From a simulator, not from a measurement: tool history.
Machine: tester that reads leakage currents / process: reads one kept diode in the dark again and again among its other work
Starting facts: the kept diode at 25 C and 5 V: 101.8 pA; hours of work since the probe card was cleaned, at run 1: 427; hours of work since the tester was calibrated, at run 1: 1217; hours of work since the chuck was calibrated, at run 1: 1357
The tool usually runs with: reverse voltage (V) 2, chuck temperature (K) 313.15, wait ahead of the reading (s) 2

run	hour	reverse voltage (V)	chuck temperature (K)	wait ahead of the reading (s)	hours of work since the probe card was cleaned	hours of work since the tester was calibrated	hours of work since the chuck was calibrated	current that the tester gives (pA)
1	0	2	313.15	2	427	1217	1357	239.39
2	130.3	2	313.15	0.76	507	1297	1437	240.82
3	234.9	2	313.15	4.31	571	1361	1501	240.36
# hour 274: chuck's temperature calibrated
4	316.1	2	313.15	4.31	620	1409	26	251
5	430.9	2	313.15	0.73	690	1480	96	252.5
6	542.5	2.13	313.15	0.73	758	1548	165	261.59
7	679.1	2.13	313.15	0.73	842	1632	248	259.98
8	794.2	2.13	313.15	0.73	913	1702	319	261.06
9	940.4	2.13	313.15	0.73	1002	1792	408	259.14
10	1086.6	2.13	313.15	0.73	1092	1882	498	258.55
11	1220.1	11.62	313.15	0.73	1174	1963	580	614.77
12	1341.8	11.62	313.15	0.73	1248	2038	654	616.94
# hour 1389.8: probe card cleaned and baked
13	1497.5	11.62	313.15	0.73	66	2132	748	593.74
14	1639	11.62	307.15	0.73	153	2218	835	354.91
15	1758.8	2	313.15	2	226	2292	908	244.05
16	1911.8	2	313.15	1.4	320	2386	1002	244.7
17	2077	2	313.15	0.57	421	2487	1103	244.25
18	2148.9	2.59	313.15	0.57	465	2531	1147	279.47
19	2245.9	2.59	313.15	0.57	525	2590	1207	276.73
20	2381.8	2.59	313.15	0.57	608	2674	1290	277.33
21	2530.3	4.75	313.15	1.8	699	2765	1381	375.87
22	2601.5	3.59	313.15	1.8	743	2808	1425	324.8

Predict the results of run 23:
# hour 2762: chuck's temperature calibrated
23	2765.3	3.59	313.15	1.8	842	2908	2	?

current that the tester gives (pA): 337.17
With no hidden state in the tool, this same run would have given current that the tester gives (pA) 333.84.
